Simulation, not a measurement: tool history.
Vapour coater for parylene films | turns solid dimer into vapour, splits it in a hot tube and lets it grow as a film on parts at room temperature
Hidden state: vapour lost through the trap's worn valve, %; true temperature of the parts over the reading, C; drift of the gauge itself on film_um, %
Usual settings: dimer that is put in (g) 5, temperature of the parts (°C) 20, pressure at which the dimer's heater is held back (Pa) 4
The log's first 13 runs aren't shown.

run,hour,dimer that is put in (g),temperature of the parts (°C),pressure at which the dimer's heater is held back (Pa),hours of work since the trap's valve was overhauled,hours of work since the table's thermometer was calibrated,thickness of the film (µm)
14,639.5,2,17,4,181,1518,0.854
15,679.8,2,17,4,200,1537,0.86
16,739.6,2,17,4,229,1566,0.845
17,797,2,20,4,256,1593,0.743
# hour 833.4: trap's valve overhauled
18,869.2,6,12,4,17,1626,3.298
19,932.6,6,12,3.97,48,1656,3.296
20,968.4,6,12,3.97,65,1673,3.285
21,1003.7,6,12,3.97,82,1690,3.287
22,1042.3,5,13,2.21,100,1709,2.861
23,1101.1,9,18,5.97,128,1737,3.51
24,1166.6,2,15,3.31,159,1768,0.984
25,1213.9,5,31,4,182,1791,1.169
26,1256.5,2,17,4.1,203,1811,0.87
27,1294.8,6,14,3,221,1829,3.092
28,1359.3,6,14,3,252,1860,3.089
29,1395.2,4,20,3.82,269,1877,1.509
# hour 1402.8: trap's valve overhauled
30,1452.5,3,16,4,24,1903,1.408
# hour 1482: table's thermometer calibrated
31,1507.5,4,21,4,50,12,1.391
32,1541.8,5,27,4,66,29,1.338
33,1589.9,3,15,4.57,89,52,1.335
34,1652.8,3,15,4.57,119,82,1.32

4 ways to go on from here, each from the tool as it stands after run 34. What would each give?
A,1701.3,7,15,4.57,142,105,?
B,1701.3,5,20,4.74,142,105,?
C,1701.3,9,15,6.14,142,105,?
D,1701.3,6,19,4.57,142,105,?

run,thickness of the film (µm)
A,3.072
B,1.745
C,3.766
D,2.202
Without the tool's hidden state the same runs would have given:
run,thickness of the film (µm)
A,3.129
B,1.777
C,3.835
D,2.243
